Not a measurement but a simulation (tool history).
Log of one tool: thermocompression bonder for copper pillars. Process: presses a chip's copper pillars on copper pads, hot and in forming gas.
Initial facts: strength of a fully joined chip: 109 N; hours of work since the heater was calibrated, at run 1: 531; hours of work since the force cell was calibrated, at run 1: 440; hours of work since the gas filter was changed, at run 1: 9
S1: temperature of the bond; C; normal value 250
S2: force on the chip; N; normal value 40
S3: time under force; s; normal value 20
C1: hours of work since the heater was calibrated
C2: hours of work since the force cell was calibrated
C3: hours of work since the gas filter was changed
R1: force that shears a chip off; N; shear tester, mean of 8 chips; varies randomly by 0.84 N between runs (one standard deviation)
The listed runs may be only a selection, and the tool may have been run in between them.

{"run": 1, "hour": 0.0, "S1": 250, "S2": 40, "S3": 20, "C1": 531, "C2": 440, "C3": 9, "R1": 71}
{"run": 2, "hour": 13.6, "S1": 250, "S2": 40, "S3": 20, "C1": 541, "C2": 449, "C3": 19, "R1": 71.6}
{"run": 3, "hour": 22.6, "S1": 250, "S2": 40, "S3": 20, "C1": 547, "C2": 456, "C3": 26, "R1": 67.8}
{"run": 4, "hour": 36.1, "S1": 250, "S2": 40, "S3": 24, "C1": 557, "C2": 465, "C3": 35, "R1": 72.6}
{"hour": 40.5, "done": "heater calibrated with a thermocouple chip"}
{"run": 5, "hour": 53.4, "S1": 250, "S2": 40, "S3": 24, "C1": 9, "C2": 476, "C3": 46, "R1": 67.2}
{"run": 6, "hour": 63.9, "S1": 250, "S2": 40, "S3": 11, "C1": 17, "C2": 484, "C3": 53, "R1": 52.3}
{"run": 7, "hour": 72.6, "S1": 250, "S2": 40, "S3": 11, "C1": 23, "C2": 490, "C3": 60, "R1": 51.3}
{"run": 8, "hour": 87.8, "S1": 250, "S2": 40, "S3": 11, "C1": 34, "C2": 501, "C3": 70, "R1": 51.6}
{"run": 9, "hour": 98.1, "S1": 250, "S2": 31, "S3": 20, "C1": 41, "C2": 508, "C3": 78, "R1": 53.8}
{"run": 10, "hour": 109.2, "S1": 250, "S2": 31, "S3": 20, "C1": 49, "C2": 516, "C3": 86, "R1": 52.6}
{"run": 11, "hour": 124.0, "S1": 250, "S2": 31, "S3": 20, "C1": 59, "C2": 526, "C3": 96, "R1": 52.5}
{"run": 12, "hour": 132.6, "S1": 250, "S2": 31, "S3": 52, "C1": 65, "C2": 533, "C3": 102, "R1": 69.7}
{"run": 13, "hour": 139.1, "S1": 250, "S2": 40, "S3": 40, "C1": 70, "C2": 537, "C3": 107, "R1": 70.3}
{"hour": 143.4, "done": "forming gas filter changed"}
{"run": 14, "hour": 151.1, "S1": 250, "S2": 40, "S3": 20, "C1": 78, "C2": 545, "C3": 5, "R1": 66.3}
{"run": 15, "hour": 166.3, "S1": 250, "S2": 40, "S3": 22, "C1": 89, "C2": 556, "C3": 16, "R1": 68.3}
{"run": 16, "hour": 175.9, "S1": 250, "S2": 40, "S3": 22, "C1": 96, "C2": 563, "C3": 23, "R1": 67.5}
{"run": 17, "hour": 188.1, "S1": 250, "S2": 40, "S3": 10, "C1": 105, "C2": 572, "C3": 32, "R1": 52.6}
{"run": 18, "hour": 195.6, "S1": 250, "S2": 40, "S3": 10, "C1": 110, "C2": 577, "C3": 37, "R1": 52.4}
{"run": 19, "hour": 204.8, "S1": 250, "S2": 40, "S3": 20, "C1": 116, "C2": 584, "C3": 44, "R1": 62.8}
{"run": 20, "hour": 214.6, "S1": 250, "S2": 40, "S3": 20, "C1": 123, "C2": 591, "C3": 51, "R1": 63.5}
{"run": 21, "hour": 227.9, "S1": 250, "S2": 40, "S3": 20, "C1": 133, "C2": 600, "C3": 60, "R1": 63.4}
{"run": 22, "hour": 235.3, "S1": 250, "S2": 40, "S3": 20, "C1": 138, "C2": 605, "C3": 65, "R1": 61.2}
{"run": 23, "hour": 246.5, "S1": 239, "S2": 41, "S3": 23, "C1": 146, "C2": 613, "C3": 73, "R1": 59.2}
{"run": 24, "hour": 260.9, "S1": 239, "S2": 41, "S3": 22, "C1": 156, "C2": 623, "C3": 84, "R1": 59.8}
{"run": 25, "hour": 275.6, "S1": 280, "S2": 26, "S3": 12, "C1": 167, "C2": 634, "C3": 94, "R1": 48.6}
{"run": 26, "hour": 285.1, "S1": 257, "S2": 25, "S3": 20, "C1": 174, "C2": 641, "C3": 101, "R1": 47.4}
{"run": 27, "hour": 292.6, "S1": 263, "S2": 40, "S3": 20, "C1": 179, "C2": 646, "C3": 106, "R1": 64.6}
{"hour": 298.1, "done": "forming gas filter changed"}
{"run": 28, "hour": 303.1, "S1": 263, "S2": 40, "S3": 20, "C1": 186, "C2": 653, "C3": 4, "R1": 74.5}
{"run": 29, "hour": 309.8, "S1": 263, "S2": 31, "S3": 15, "C1": 191, "C2": 658, "C3": 8, "R1": 59.6}
{"run": 30, "hour": 322.0, "S1": 263, "S2": 31, "S3": 15, "C1": 199, "C2": 667, "C3": 17, "R1": 57.6}
{"run": 31, "hour": 335.2, "S1": 250, "S2": 40, "S3": 53, "C1": 209, "C2": 676, "C3": 26, "R1": 83.4}
{"run": 32, "hour": 347.4, "S1": 237, "S2": 30, "S3": 29, "C1": 218, "C2": 685, "C3": 35, "R1": 54.7}
{"run": 33, "hour": 355.1, "S1": 228, "S2": 54, "S3": 25, "C1": 223, "C2": 690, "C3": 41, "R1": 66.8}
{"run": 34, "hour": 362.7, "S1": 233, "S2": 40, "S3": 13, "C1": 228, "C2": 696, "C3": 46, "R1": 47.2}
{"run": 35, "hour": 369.3, "S1": 242, "S2": 24, "S3": 14, "C1": 233, "C2": 700, "C3": 51, "R1": 38}
{"run": 36, "hour": 382.0, "S1": 270, "S2": 26, "S3": 20, "C1": 242, "C2": 709, "C3": 60, "R1": 59}
{"run": 37, "hour": 389.1, "S1": 229, "S2": 31, "S3": 20, "C1": 247, "C2": 714, "C3": 65, "R1": 45}
{"run": 38, "hour": 403.4, "S1": 251, "S2": 31, "S3": 12, "C1": 257, "C2": 724, "C3": 75, "R1": 46.2}
{"run": 39, "hour": 414.5, "S1": 261, "S2": 58, "S3": 17, "C1": 265, "C2": 732, "C3": 83, "R1": 76}
{"run": 40, "hour": 427.2, "S1": 261, "S2": 58, "S3": 17, "C1": 274, "C2": 741, "C3": 92, "R1": 75.3}
{"run": 41, "hour": 442.8, "S1": 225, "S2": 33, "S3": 17, "C1": 285, "C2": 752, "C3": 103, "R1": 41.7}

Predict each of these 3 candidate next runs independently; none follows another, all start after run 41:
{"run": "A", "hour": 451.4, "S1": 245, "S2": 52, "S3": 16, "C1": 292, "C2": 759, "C3": 109, "R1": "?"}
{"run": "B", "hour": 451.4, "S1": 225, "S2": 26, "S3": 26, "C1": 292, "C2": 759, "C3": 109, "R1": "?"}
{"run": "C", "hour": 451.4, "S1": 222, "S2": 43, "S3": 16, "C1": 292, "C2": 759, "C3": 109, "R1": "?"}

run=A R1=63.4
run=B R1=40.9
run=C R1=47.3
Had the tool no hidden state, the same runs would have come out as:
run=A R1=70.6
run=B R1=45.1
run=C R1=52.2

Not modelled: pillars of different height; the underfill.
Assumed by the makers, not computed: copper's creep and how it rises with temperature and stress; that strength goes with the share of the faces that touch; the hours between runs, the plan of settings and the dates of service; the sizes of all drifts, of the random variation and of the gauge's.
